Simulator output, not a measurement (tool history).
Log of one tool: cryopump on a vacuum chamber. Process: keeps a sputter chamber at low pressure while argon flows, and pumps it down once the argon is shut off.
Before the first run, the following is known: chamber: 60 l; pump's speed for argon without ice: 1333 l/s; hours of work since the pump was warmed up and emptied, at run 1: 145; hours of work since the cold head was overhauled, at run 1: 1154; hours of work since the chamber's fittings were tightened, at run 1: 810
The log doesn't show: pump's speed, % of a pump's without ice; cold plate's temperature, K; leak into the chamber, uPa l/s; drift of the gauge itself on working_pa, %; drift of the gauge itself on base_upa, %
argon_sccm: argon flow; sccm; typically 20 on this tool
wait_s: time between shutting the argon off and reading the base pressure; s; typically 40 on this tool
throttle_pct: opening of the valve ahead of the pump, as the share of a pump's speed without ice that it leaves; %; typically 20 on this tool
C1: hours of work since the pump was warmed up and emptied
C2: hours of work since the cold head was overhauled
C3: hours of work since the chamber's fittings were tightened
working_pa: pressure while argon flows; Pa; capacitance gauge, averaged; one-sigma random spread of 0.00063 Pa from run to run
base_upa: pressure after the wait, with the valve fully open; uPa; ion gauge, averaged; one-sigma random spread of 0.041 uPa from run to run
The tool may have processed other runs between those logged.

Run 1, day 0.000: usual settings; C1 145; C2 1154; C3 810. Result: working_pa 0.1276 Pa, base_upa 3.21 uPa.
Run 2, day 1.042: usual settings; C1 166; C2 1175; C3 832. Result: working_pa 0.1275 Pa, base_upa 3.25 uPa.
Run 3, day 2.521: usual settings but argon_sccm 9 sccm; C1 196; C2 1205; C3 861. Result: working_pa 0.0574 Pa, base_upa 3.19 uPa.
Run 4, day 4.312: usual settings but argon_sccm 13 sccm; C1 232; C2 1241; C3 898. Result: working_pa 0.0843 Pa, base_upa 3.26 uPa.
Run 5, day 5.588: usual settings but argon_sccm 13 sccm; C1 258; C2 1267; C3 924. Result: working_pa 0.0831 Pa, base_upa 3.33 uPa.
Run 6, day 7.338: usual settings but argon_sccm 13 sccm; C1 293; C2 1302; C3 959. Result: working_pa 0.0850 Pa, base_upa 3.50 uPa.
Run 7, day 9.029: usual settings but argon_sccm 13 sccm; C1 327; C2 1336; C3 993. Result: working_pa 0.0832 Pa, base_upa 3.38 uPa.
Run 8, day 11.371: usual settings but argon_sccm 13 sccm; C1 375; C2 1384; C3 1041. Result: working_pa 0.0835 Pa, base_upa 3.40 uPa.
Run 9, day 13.229: usual settings but argon_sccm 13 sccm; C1 412; C2 1421; C3 1078. Result: working_pa 0.0843 Pa, base_upa 3.62 uPa.
Run 10, day 14.338: usual settings but argon_sccm 13 sccm; C1 435; C2 1444; C3 1101. Result: working_pa 0.0844 Pa, base_upa 3.59 uPa.
Run 11, day 16.504: usual settings; C1 479; C2 1488; C3 1144. Result: working_pa 0.1299 Pa, base_upa 3.62 uPa.
Run 12, day 18.433: usual settings; C1 518; C2 1527; C3 1183. Result: working_pa 0.1308 Pa, base_upa 3.67 uPa.
Run 13, day 20.292: usual settings; C1 555; C2 1564; C3 1221. Result: working_pa 0.1300 Pa, base_upa 3.69 uPa.
Run 14, day 22.379: usual settings but wait_s 49 s; C1 597; C2 1607; C3 1263. Result: working_pa 0.1310 Pa, base_upa 3.47 uPa.
Run 15, day 24.458: usual settings but argon_sccm 29 sccm, wait_s 49 s; C1 639; C2 1649; C3 1305. Result: working_pa 0.1895 Pa, base_upa 3.43 uPa.
Run 16, day 26.812: usual settings but argon_sccm 29 sccm, wait_s 49 s; C1 687; C2 1696; C3 1353. Result: working_pa 0.1896 Pa, base_upa 3.49 uPa.
Run 17, day 27.900: usual settings but argon_sccm 29 sccm, wait_s 49 s; C1 709; C2 1718; C3 1375. Result: working_pa 0.1890 Pa, base_upa 3.50 uPa.
Run 18, day 29.042: usual settings but argon_sccm 29 sccm, wait_s 49 s; C1 732; C2 1741; C3 1398. Result: working_pa 0.1907 Pa, base_upa 3.59 uPa.
Run 19, day 30.100: usual settings but argon_sccm 29 sccm, wait_s 49 s; C1 754; C2 1763; C3 1420. Result: working_pa 0.1918 Pa, base_upa 3.61 uPa.
Run 20, day 31.967: usual settings but argon_sccm 9 sccm, wait_s 150 s, throttle_pct 42 %; C1 791; C2 1801; C3 1457. Result: working_pa 0.0297 Pa, base_upa 2.56 uPa.
Run 21, day 33.258: usual settings but argon_sccm 26 sccm, wait_s 82 s, throttle_pct 49 %; C1 818; C2 1827; C3 1483. Result: working_pa 0.0739 Pa, base_upa 2.99 uPa.
At day 34.229: leaking fittings of the chamber tightened, without venting.
Run 22, day 34.854: usual settings but argon_sccm 37 sccm, wait_s 119 s, throttle_pct 37 %; C1 848; C2 1857; C3 13. Result: working_pa 0.1357 Pa, base_upa 0.99 uPa.
Run 23, day 36.417: usual settings but argon_sccm 11 sccm; C1 880; C2 1889; C3 44. Result: working_pa 0.0736 Pa, base_upa 2.45 uPa.
Run 24, day 38.892: usual settings but wait_s 72 s; C1 930; C2 1939; C3 94. Result: working_pa 0.1324 Pa, base_upa 1.59 uPa.
At day 40.967: pump warmed up, emptied and cooled again.
Run 25, day 40.971: usual settings but wait_s 72 s, throttle_pct 17 %; C1 0; C2 1977; C3 132. Result: working_pa 0.1510 Pa, base_upa 1.53 uPa.
Run 26, day 43.083: usual settings but argon_sccm 12 sccm, wait_s 39 s, throttle_pct 17 %; C1 43; C2 2020; C3 175. Result: working_pa 0.0906 Pa, base_upa 2.61 uPa.
Run 27, day 44.883: usual settings but wait_s 23 s, throttle_pct 32 %; C1 79; C2 2056; C3 211. Result: working_pa 0.0801 Pa, base_upa 4.14 uPa.
Run 28, day 46.625: usual settings but wait_s 23 s, throttle_pct 32 %; C1 114; C2 2091; C3 247. Result: working_pa 0.0809 Pa, base_upa 4.23 uPa.
Run 29, day 48.712: usual settings but wait_s 30 s, throttle_pct 45 %; C1 157; C2 2134; C3 289. Result: working_pa 0.0576 Pa, base_upa 3.37 uPa.
Run 30, day 50.925: usual settings but argon_sccm 40 sccm, wait_s 20 s, throttle_pct 45 %; C1 202; C2 2178; C3 334. Result: working_pa 0.1159 Pa, base_upa 4.82 uPa.
Run 31, day 52.121: usual settings but argon_sccm 40 sccm, wait_s 20 s, throttle_pct 45 %; C1 226; C2 2203; C3 358. Result: working_pa 0.1174 Pa, base_upa 4.82 uPa.
Run 32, day 53.392: usual settings but argon_sccm 38 sccm, wait_s 228 s, throttle_pct 45 %; C1 251; C2 2228; C3 384. Result: working_pa 0.1099 Pa, base_upa 1.00 uPa.
Run 33, day 55.621: usual settings but argon_sccm 38 sccm, wait_s 228 s, throttle_pct 45 %; C1 297; C2 2273; C3 429. Result: working_pa 0.1110 Pa, base_upa 1.12 uPa.
Run 34, day 56.808: usual settings but argon_sccm 25 sccm, wait_s 173 s, throttle_pct 39 %; C1 321; C2 2297; C3 453. Result: working_pa 0.0844 Pa, base_upa 1.23 uPa.
Run 35, day 58.475: usual settings but throttle_pct 21 %; C1 354; C2 2331; C3 486. Result: working_pa 0.1232 Pa, base_upa 2.89 uPa.

Below, some changes in working_pa between adjacent runs. For each, the amount present without the hidden state too (settings, incoming material, random variation) and the amount remaining for the hidden state with gauge scatter not shared by both compared results:
Run 2 -> 3: argon_sccm 20 -> 9. working_pa -0.0701 Pa: hidden state -0.0007, all else -0.0694.
Run 19 -> 20: argon_sccm 29 -> 9, wait_s 49 -> 150, throttle_pct 20 -> 42. working_pa -0.1621 Pa: hidden state -0.0043, all else -0.1578.
Run 22 -> 23: argon_sccm 37 -> 11, wait_s 119 -> 40, throttle_pct 37 -> 20. working_pa -0.0621 Pa: hidden state -0.0062, all else -0.0559.
Run 24 -> 25: throttle_pct 20 -> 17, pump warmed up, emptied and cooled again. working_pa +0.0186 Pa: hidden state -0.0047, all else +0.0233.
